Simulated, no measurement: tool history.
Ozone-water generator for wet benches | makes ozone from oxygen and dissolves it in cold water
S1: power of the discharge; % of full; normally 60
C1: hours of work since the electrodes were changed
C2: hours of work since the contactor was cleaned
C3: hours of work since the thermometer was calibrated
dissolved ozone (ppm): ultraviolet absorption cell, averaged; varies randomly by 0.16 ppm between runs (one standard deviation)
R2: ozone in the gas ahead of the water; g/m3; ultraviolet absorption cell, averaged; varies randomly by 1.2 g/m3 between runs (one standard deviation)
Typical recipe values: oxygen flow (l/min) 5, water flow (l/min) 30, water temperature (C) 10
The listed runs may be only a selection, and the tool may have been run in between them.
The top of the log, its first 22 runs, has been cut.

{"run": 23, "hour": 461.8, "S1": 98, "oxygen flow (l/min)": 3.92, "water flow (l/min)": 26, "water temperature (C)": 6, "C1": 560, "C2": 5445, "C3": 1950, "dissolved ozone (ppm)": 29.3, "R2": 325.4}
{"run": 24, "hour": 480.8, "S1": 60, "oxygen flow (l/min)": 5, "water flow (l/min)": 28, "water temperature (C)": 10, "C1": 578, "C2": 5462, "C3": 1968, "dissolved ozone (ppm)": 21.8, "R2": 228.7}
{"run": 25, "hour": 500.0, "S1": 60, "oxygen flow (l/min)": 4.62, "water flow (l/min)": 25, "water temperature (C)": 10, "C1": 595, "C2": 5480, "C3": 1985, "dissolved ozone (ppm)": 23.9, "R2": 231.5}
{"run": 26, "hour": 513.9, "S1": 59, "oxygen flow (l/min)": 7.33, "water flow (l/min)": 22, "water temperature (C)": 6, "C1": 608, "C2": 5493, "C3": 1998, "dissolved ozone (ppm)": 31.7, "R2": 197.2}
{"run": 27, "hour": 538.5, "S1": 60, "oxygen flow (l/min)": 5, "water flow (l/min)": 35, "water temperature (C)": 10, "C1": 631, "C2": 5515, "C3": 2021, "dissolved ozone (ppm)": 17.5, "R2": 227.3}
{"run": 28, "hour": 554.8, "S1": 59, "oxygen flow (l/min)": 5, "water flow (l/min)": 41, "water temperature (C)": 6, "C1": 646, "C2": 5530, "C3": 2036, "dissolved ozone (ppm)": 15.1, "R2": 226.2}
{"run": 29, "hour": 569.2, "S1": 90, "oxygen flow (l/min)": 5, "water flow (l/min)": 24, "water temperature (C)": 10, "C1": 659, "C2": 5543, "C3": 2049, "dissolved ozone (ppm)": 31.8, "R2": 286.5}
{"run": 30, "hour": 592.8, "S1": 90, "oxygen flow (l/min)": 5, "water flow (l/min)": 24, "water temperature (C)": 10, "C1": 681, "C2": 5565, "C3": 2070, "dissolved ozone (ppm)": 31.9, "R2": 283.5}
{"run": 31, "hour": 619.5, "S1": 90, "oxygen flow (l/min)": 5, "water flow (l/min)": 24, "water temperature (C)": 10, "C1": 705, "C2": 5589, "C3": 2095, "dissolved ozone (ppm)": 32.2, "R2": 288.8}
{"run": 32, "hour": 639.8, "S1": 60, "oxygen flow (l/min)": 6.98, "water flow (l/min)": 34, "water temperature (C)": 10, "C1": 724, "C2": 5608, "C3": 2114, "dissolved ozone (ppm)": 20.4, "R2": 204.2}

Alternative continuations, all from the tool just after run 32; predict every row:
{"run": "A", "hour": 654.2, "S1": 60, "oxygen flow (l/min)": 2.79, "water flow (l/min)": 25, "water temperature (C)": 7, "C1": 737, "C2": 5621, "C3": 2127, "dissolved ozone (ppm)": "?", "R2": "?"}
{"run": "B", "hour": 654.2, "S1": 60, "oxygen flow (l/min)": 6.98, "water flow (l/min)": 22, "water temperature (C)": 11, "C1": 737, "C2": 5621, "C3": 2127, "dissolved ozone (ppm)": "?", "R2": "?"}
{"run": "C", "hour": 654.2, "S1": 59, "oxygen flow (l/min)": 8.47, "water flow (l/min)": 44, "water temperature (C)": 10, "C1": 737, "C2": 5621, "C3": 2127, "dissolved ozone (ppm)": "?", "R2": "?"}
{"run": "D", "hour": 654.2, "S1": 60, "oxygen flow (l/min)": 5, "water flow (l/min)": 22, "water temperature (C)": 10, "C1": 737, "C2": 5621, "C3": 2127, "dissolved ozone (ppm)": "?", "R2": "?"}
{"run": "E", "hour": 654.2, "S1": 60, "oxygen flow (l/min)": 4.66, "water flow (l/min)": 23, "water temperature (C)": 10, "C1": 737, "C2": 5621, "C3": 2127, "dissolved ozone (ppm)": "?", "R2": "?"}

run=A dissolved_ozone_(ppm)=19.7 R2=277
run=B dissolved_ozone_(ppm)=29.4 R2=202.6
run=C dissolved_ozone_(ppm)=17 R2=188.9
run=D dissolved_ozone_(ppm)=27.4 R2=225.9
run=E dissolved_ozone_(ppm)=25.8 R2=232.5
With no hidden state in the tool, these same runs would have given:
run=A dissolved_ozone_(ppm)=20.6 R2=280
run=B dissolved_ozone_(ppm)=30.7 R2=204.8
run=C dissolved_ozone_(ppm)=17.9 R2=191
run=D dissolved_ozone_(ppm)=28.6 R2=228.3
run=E dissolved_ozone_(ppm)=26.9 R2=235.1

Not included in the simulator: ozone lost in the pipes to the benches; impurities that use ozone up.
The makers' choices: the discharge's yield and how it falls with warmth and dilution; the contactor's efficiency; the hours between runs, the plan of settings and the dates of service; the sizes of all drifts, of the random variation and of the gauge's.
